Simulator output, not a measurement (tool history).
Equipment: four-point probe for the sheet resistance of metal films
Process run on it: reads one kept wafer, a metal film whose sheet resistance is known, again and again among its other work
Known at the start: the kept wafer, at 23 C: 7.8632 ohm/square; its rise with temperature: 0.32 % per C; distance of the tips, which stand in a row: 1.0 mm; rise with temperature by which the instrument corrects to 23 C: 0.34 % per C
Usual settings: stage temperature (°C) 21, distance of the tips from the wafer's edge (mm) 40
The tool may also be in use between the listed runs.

run    hour  stage temperature (°C)  distance of the tips from the wafer's edge (mm)  sheet resistance as the instrument gives it (ohm/square)
  1       0                      21                                               40                                                  7.874895
  2    31.9                      21                                               14                                                  7.896182
  3      61                      25                                               14                                                  7.888461
  4    97.7                      21                                               40                                                  7.877439
  5   128.9                      21                                               40                                                  7.872779
  6   164.2                      21                                               40                                                  7.871747
  7   201.6                      21                                               40                                                  7.874961
  8   225.5                      21                                               40                                                  7.871682
  9   257.9                      21                                               40                                                  7.872621
 10   293.4                      21                                               40                                                  7.870026
 11   333.1                      21                                               40                                                  7.873836
 12     351                      21                                               40                                                  7.870567
 13   382.4                      27                                               40                                                  7.863738
 14     413                      23                                               40                                                  7.870073
 15     434                      23                                               40                                                  7.866988
 16   467.7                      23                                               40                                                  7.872377
 17   484.8                      23                                               42                                                   7.86892
 18   516.8                      28                                               40                                                   7.86309
 19   556.1                      28                                               40                                                  7.859062
 20     580                      21                                               40                                                  7.870976
 21   620.3                      21                                               40                                                   7.86926
 22   648.8                      21                                               40                                                  7.869244
 23   680.6                      21                                               40                                                  7.868239
 24   712.7                      21                                               40                                                  7.866936
 25     737                      23                                               13                                                  7.890329
 26   770.6                      25                                               40                                                  7.859695
 27   808.5                      19                                               18                                                   7.87991
 28   833.2                      31                                               37                                                  7.854945
 29   872.1                      31                                               37                                                  7.854406
 30   908.2                      25                                               50                                                  7.859215
 31   926.3                      35                                               50                                                  7.847108
 32   953.2                      24                                               12                                                   7.88743
 33   992.4                      20                                                6                                                  7.977166
 34    1012                      28                                               31                                                  7.857004
 35  1038.9                      28                                               31                                                  7.856527
 36  1066.5                      28                                               31                                                  7.858597
 37  1098.6                      19                                               31                                                  7.865246
 38  1138.2                      18                                               32                                                  7.871265
 39  1155.9                      18                                               32                                                   7.86957
 40  1188.8                      27                                               46                                                  7.855543
 41    1206                      24                                               18                                                  7.867065
 42  1240.9                      24                                               18                                                  7.870182
 43  1262.8                      21                                               36                                                  7.859426
 44  1294.1                      23                                               37                                                  7.856019
 45    1335                      23                                               37                                                  7.863487

Each row is a separate what-if for the run after 45, all from the same tool condition, not one after another. Results?
  A  1362.3                      25                                               20                                                         ?
  B  1362.3                      23                                               64                                                         ?
  C  1362.3                      21                                               32                                                         ?
  D  1362.3                      24                                                7                                                         ?

run  sheet resistance as the instrument gives it (ohm/square)
  A                                                  7.862892
  B                                                   7.85663
  C                                                  7.858888
  D                                                  7.941894
Had the tool no hidden state, the same runs would have come out as:
run  sheet resistance as the instrument gives it (ohm/square)
  A                                                  7.870613
  B                                                  7.864284
  C                                                   7.86648
  D                                                  7.949648
